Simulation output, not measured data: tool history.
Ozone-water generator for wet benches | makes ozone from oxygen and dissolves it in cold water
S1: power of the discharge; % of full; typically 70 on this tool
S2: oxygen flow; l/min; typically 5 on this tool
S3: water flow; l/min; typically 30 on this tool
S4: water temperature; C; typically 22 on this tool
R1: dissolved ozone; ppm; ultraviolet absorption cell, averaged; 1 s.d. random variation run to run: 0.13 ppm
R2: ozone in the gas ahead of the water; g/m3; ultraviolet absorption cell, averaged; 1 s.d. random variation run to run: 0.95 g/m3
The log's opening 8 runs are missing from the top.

run     day  S1    S2  S3  S4    R1     R2
  9  23.879  70     5  40  22   9.7    161
 10  26.262  70     5  40  22    10  159.5
 11  28.208  70     5  30  18  13.7  160.2
 12  32.375  70     5  30  22  13.1  158.9
 13  36.225  70     5  30  22    13  159.5
 14  38.275  70     5  30  22    13    159
 15  42.262  70     5  30  22    13  159.4
 16  45.858  70     5  24  22  15.9  159.8
 17  49.088  70  6.65  32  22  12.5  135.8
 18  51.696  86  6.65  32  22  14.8  160.5
 19  53.758  47  3.64  22  28  11.2  135.8
 20  55.483  47  3.64  22  28  11.4  135.4
 21  59.596  47  3.64  22  22  12.1  134.4
 22  62.767  47  3.64  22  22    12  134.9
     63.738  -- water thermometer calibrated
 23   66.45  85     5  27  16  18.2  185.4
 24  69.296  40  8.55  47  16   5.7   73.3
 25  71.471  40  8.55  47  16   5.9   73.4
 26  73.529  40  8.55  45  16   6.1   73.1
 27  76.196  70  4.83  30  18  13.7    160
     76.996  -- gauge calibrated
 28    80.4  93  4.83  30  18  17.5  210.7
     83.571  -- contactor cleaned
 29  83.679  70     5  18  20  20.5  162.4
 30  85.429  42  4.73  20  26  11.1  107.9
 31  88.546  70  8.86  26  25  13.9  116.9
 32  90.962  70  8.86  26  25  13.7  118.4

Each row is a separate what-if for the run after 32, all from the same tool condition, not one after another. Results?
  A  94.879  70  3.73  25  25   ?   ?
  B  94.879  50     5  27  22   ?   ?
  C  94.879  70  7.48  19  15   ?   ?
  D  94.879  70  8.86  47  25   ?   ?

run    R1     R2
  A  14.4  188.1
  B  10.8  122.2
  C  20.9  128.2
  D   8.5  117.7
Without the tool's hidden state the same runs would have given:
run    R1     R2
  A  14.4  189.5
  B  10.8  123.1
  C  20.9  129.2
  D   8.5  118.6
